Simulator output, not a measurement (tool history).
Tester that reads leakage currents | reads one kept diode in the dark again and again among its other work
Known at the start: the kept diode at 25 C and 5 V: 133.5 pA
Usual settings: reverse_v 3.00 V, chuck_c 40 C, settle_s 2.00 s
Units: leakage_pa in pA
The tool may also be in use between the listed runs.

run     day  reverse_v  chuck_c  settle_s  leakage_pa
  1   0.000       3.00       40      2.00      362.29
  2   2.592       3.00       34      2.00      225.40
  3   5.671       3.00       31      2.00      175.55
  4   7.979       3.00       31      2.00      174.62
  5  10.983       3.00       40      2.00      359.21
  6  13.212       3.00       40      2.00      356.35
  7  15.204       3.00       40      2.00      356.53
     15.596  -- chuck's temperature calibrated
  8  17.008       3.00       37      2.00      276.90
  9  20.058       3.00       37      2.00      277.12
 10  22.288       3.00       40      6.46      350.05
 11  24.342       4.94       40      8.36      417.85
 12  26.267       6.35       24      8.36      126.13
 13  29.117      12.23       30      0.82      268.12
 14  31.229       1.62       40      2.89      274.43
 15  34.488       7.42       47      2.02      825.29
     35.562  -- chuck's temperature calibrated, once more
 16  36.167       7.42       47      2.02      926.03
 17  38.917       7.42       47      2.02      923.05
 18  40.600       7.42       54      6.18     1533.08
 19  42.062       2.92       40      2.00      382.45

The same runs without the tool's hidden state, with the same run-to-run variation:
The hidden state here: stray current of the dirty probe card, pA a volt; current scale over the true one, %; true chuck temperature over the reading, C; drift of the gauge itself on leakage_pa, %.
run  leakage_pa
  1      381.62
  2      237.81
  3      185.65
  4      185.30
  5      384.68
  6      382.89
  7      384.19
  8      301.58
  9      303.32
 10      384.56
 11      458.89
 12      134.61
 13      287.21
 14      306.73
 15      918.86
 16      916.06
 17      916.66
 18     1531.79
 19      381.71
